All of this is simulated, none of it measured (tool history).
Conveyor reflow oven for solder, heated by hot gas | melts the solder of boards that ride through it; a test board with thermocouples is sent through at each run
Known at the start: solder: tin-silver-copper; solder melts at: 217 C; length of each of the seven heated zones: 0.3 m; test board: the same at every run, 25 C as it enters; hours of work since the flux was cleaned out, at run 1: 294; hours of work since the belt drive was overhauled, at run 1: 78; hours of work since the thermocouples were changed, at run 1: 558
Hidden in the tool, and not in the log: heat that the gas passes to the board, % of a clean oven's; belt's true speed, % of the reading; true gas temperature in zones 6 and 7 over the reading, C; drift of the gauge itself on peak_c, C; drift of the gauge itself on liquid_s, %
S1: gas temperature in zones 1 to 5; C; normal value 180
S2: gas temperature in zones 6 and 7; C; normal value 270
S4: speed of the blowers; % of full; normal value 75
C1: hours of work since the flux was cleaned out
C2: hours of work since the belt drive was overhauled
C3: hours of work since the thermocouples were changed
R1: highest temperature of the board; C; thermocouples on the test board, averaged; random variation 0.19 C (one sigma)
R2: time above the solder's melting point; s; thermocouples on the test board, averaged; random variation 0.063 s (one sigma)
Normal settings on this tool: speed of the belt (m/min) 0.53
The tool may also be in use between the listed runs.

{"run": 1, "hour": 0.0, "S1": 180, "S2": 270, "speed of the belt (m/min)": 0.53, "S4": 75, "C1": 294, "C2": 78, "C3": 558, "R1": 255.3, "R2": 55.34}
{"hour": 14.8, "done": "flux residue cleaned out of gas plates and filters"}
{"run": 2, "hour": 22.5, "S1": 180, "S2": 270, "speed of the belt (m/min)": 0.482, "S4": 75, "C1": 3, "C2": 85, "C3": 565, "R1": 258.7, "R2": 63.64}
{"run": 3, "hour": 37.0, "S1": 180, "S2": 270, "speed of the belt (m/min)": 0.482, "S4": 75, "C1": 9, "C2": 91, "C3": 571, "R1": 259.2, "R2": 63.57}
{"run": 4, "hour": 49.7, "S1": 180, "S2": 270, "speed of the belt (m/min)": 0.53, "S4": 75, "C1": 15, "C2": 96, "C3": 576, "R1": 256.5, "R2": 56.38}
{"run": 5, "hour": 60.0, "S1": 180, "S2": 270, "speed of the belt (m/min)": 0.53, "S4": 75, "C1": 19, "C2": 101, "C3": 581, "R1": 256.6, "R2": 56.12}
{"run": 6, "hour": 77.5, "S1": 180, "S2": 270, "speed of the belt (m/min)": 0.53, "S4": 75, "C1": 26, "C2": 108, "C3": 588, "R1": 256.7, "R2": 56.24}
{"run": 7, "hour": 95.6, "S1": 180, "S2": 270, "speed of the belt (m/min)": 0.53, "S4": 75, "C1": 34, "C2": 116, "C3": 596, "R1": 256.4, "R2": 56.33}
{"run": 8, "hour": 107.5, "S1": 180, "S2": 270, "speed of the belt (m/min)": 0.53, "S4": 75, "C1": 39, "C2": 121, "C3": 601, "R1": 256.6, "R2": 56.35}
{"run": 9, "hour": 118.9, "S1": 180, "S2": 270, "speed of the belt (m/min)": 0.53, "S4": 75, "C1": 43, "C2": 125, "C3": 605, "R1": 256.3, "R2": 56.18}
{"run": 10, "hour": 129.4, "S1": 180, "S2": 270, "speed of the belt (m/min)": 0.53, "S4": 75, "C1": 48, "C2": 130, "C3": 610, "R1": 256.6, "R2": 56.18}
{"run": 11, "hour": 144.5, "S1": 180, "S2": 270, "speed of the belt (m/min)": 0.53, "S4": 75, "C1": 54, "C2": 136, "C3": 616, "R1": 256.3, "R2": 56.07}
{"run": 12, "hour": 163.1, "S1": 180, "S2": 270, "speed of the belt (m/min)": 0.53, "S4": 75, "C1": 62, "C2": 144, "C3": 624, "R1": 256.3, "R2": 56.24}
{"run": 13, "hour": 179.3, "S1": 180, "S2": 270, "speed of the belt (m/min)": 0.53, "S4": 75, "C1": 69, "C2": 151, "C3": 631, "R1": 256.3, "R2": 56.07}
{"run": 14, "hour": 188.6, "S1": 180, "S2": 270, "speed of the belt (m/min)": 0.53, "S4": 64, "C1": 73, "C2": 154, "C3": 634, "R1": 253.6, "R2": 53.99}
{"run": 15, "hour": 207.6, "S1": 180, "S2": 270, "speed of the belt (m/min)": 0.53, "S4": 64, "C1": 81, "C2": 162, "C3": 642, "R1": 253.2, "R2": 53.9}
{"run": 16, "hour": 219.3, "S1": 180, "S2": 270, "speed of the belt (m/min)": 0.52, "S4": 75, "C1": 85, "C2": 167, "C3": 647, "R1": 256.5, "R2": 57.44}
{"run": 17, "hour": 237.1, "S1": 180, "S2": 270, "speed of the belt (m/min)": 0.55, "S4": 50, "C1": 93, "C2": 175, "C3": 655, "R1": 247.8, "R2": 46.37}
{"hour": 242.5, "done": "belt drive overhauled, speed set with a stopwatch"}
{"run": 18, "hour": 255.8, "S1": 180, "S2": 270, "speed of the belt (m/min)": 0.55, "S4": 64, "C1": 99, "C2": 6, "C3": 661, "R1": 252.7, "R2": 51.06}
{"run": 19, "hour": 273.9, "S1": 190, "S2": 264, "speed of the belt (m/min)": 0.458, "S4": 75, "C1": 107, "C2": 13, "C3": 668, "R1": 254.7, "R2": 69.26}
{"run": 20, "hour": 282.5, "S1": 190, "S2": 264, "speed of the belt (m/min)": 0.458, "S4": 75, "C1": 110, "C2": 17, "C3": 672, "R1": 254.7, "R2": 69.39}
{"run": 21, "hour": 295.0, "S1": 165, "S2": 261, "speed of the belt (m/min)": 0.475, "S4": 74, "C1": 115, "C2": 22, "C3": 677, "R1": 248.5, "R2": 53.53}
{"run": 22, "hour": 309.5, "S1": 165, "S2": 261, "speed of the belt (m/min)": 0.475, "S4": 74, "C1": 121, "C2": 28, "C3": 683, "R1": 248.4, "R2": 53.51}
{"run": 23, "hour": 325.8, "S1": 185, "S2": 268, "speed of the belt (m/min)": 0.638, "S4": 60, "C1": 128, "C2": 35, "C3": 690, "R1": 245.7, "R2": 40.2}
{"hour": 337.2, "done": "belt drive overhauled, speed set with a stopwatch, once more"}
{"run": 24, "hour": 342.9, "S1": 172, "S2": 279, "speed of the belt (m/min)": 0.638, "S4": 59, "C1": 134, "C2": 2, "C3": 695, "R1": 250, "R2": 39.04}
{"run": 25, "hour": 353.8, "S1": 194, "S2": 279, "speed of the belt (m/min)": 0.638, "S4": 74, "C1": 138, "C2": 7, "C3": 700, "R1": 260.5, "R2": 51.55}
{"run": 26, "hour": 371.8, "S1": 194, "S2": 279, "speed of the belt (m/min)": 0.638, "S4": 74, "C1": 146, "C2": 14, "C3": 708, "R1": 260.3, "R2": 51.5}
{"run": 27, "hour": 384.4, "S1": 194, "S2": 279, "speed of the belt (m/min)": 0.638, "S4": 74, "C1": 151, "C2": 20, "C3": 713, "R1": 260.4, "R2": 51.55}
{"run": 28, "hour": 397.9, "S1": 194, "S2": 279, "speed of the belt (m/min)": 0.638, "S4": 74, "C1": 157, "C2": 25, "C3": 718, "R1": 260.3, "R2": 51.44}
{"run": 29, "hour": 411.3, "S1": 180, "S2": 270, "speed of the belt (m/min)": 0.522, "S4": 75, "C1": 162, "C2": 31, "C3": 724, "R1": 255.9, "R2": 56.54}
{"run": 30, "hour": 428.1, "S1": 194, "S2": 277, "speed of the belt (m/min)": 0.455, "S4": 57, "C1": 169, "C2": 38, "C3": 731, "R1": 263.1, "R2": 74.71}
{"run": 31, "hour": 447.2, "S1": 180, "S2": 279, "speed of the belt (m/min)": 0.53, "S4": 63, "C1": 177, "C2": 46, "C3": 739, "R1": 260.3, "R2": 57.29}

Branching from run 31: 4 alternative next runs. What would each branch give?
{"run": "A", "hour": 464.5, "S1": 180, "S2": 270, "speed of the belt (m/min)": 0.53, "S4": 78, "C1": 184, "C2": 53, "C3": 746, "R1": "?", "R2": "?"}
{"run": "B", "hour": 464.5, "S1": 180, "S2": 276, "speed of the belt (m/min)": 0.53, "S4": 75, "C1": 184, "C2": 53, "C3": 746, "R1": "?", "R2": "?"}
{"run": "C", "hour": 464.5, "S1": 168, "S2": 279, "speed of the belt (m/min)": 0.467, "S4": 53, "C1": 184, "C2": 53, "C3": 746, "R1": "?", "R2": "?"}
{"run": "D", "hour": 464.5, "S1": 180, "S2": 262, "speed of the belt (m/min)": 0.53, "S4": 61, "C1": 184, "C2": 53, "C3": 746, "R1": "?", "R2": "?"}

run=A R1=255.9 R2=55.81
run=B R1=260.6 R2=57.9
run=C R1=259 R2=60.13
run=D R1=245 R2=47.68
Without the tool's hidden state the same runs would have given:
run=A R1=259.4 R2=57.64
run=B R1=264.1 R2=59.53
run=C R1=262.4 R2=62.22
run=D R1=248.3 R2=50.29
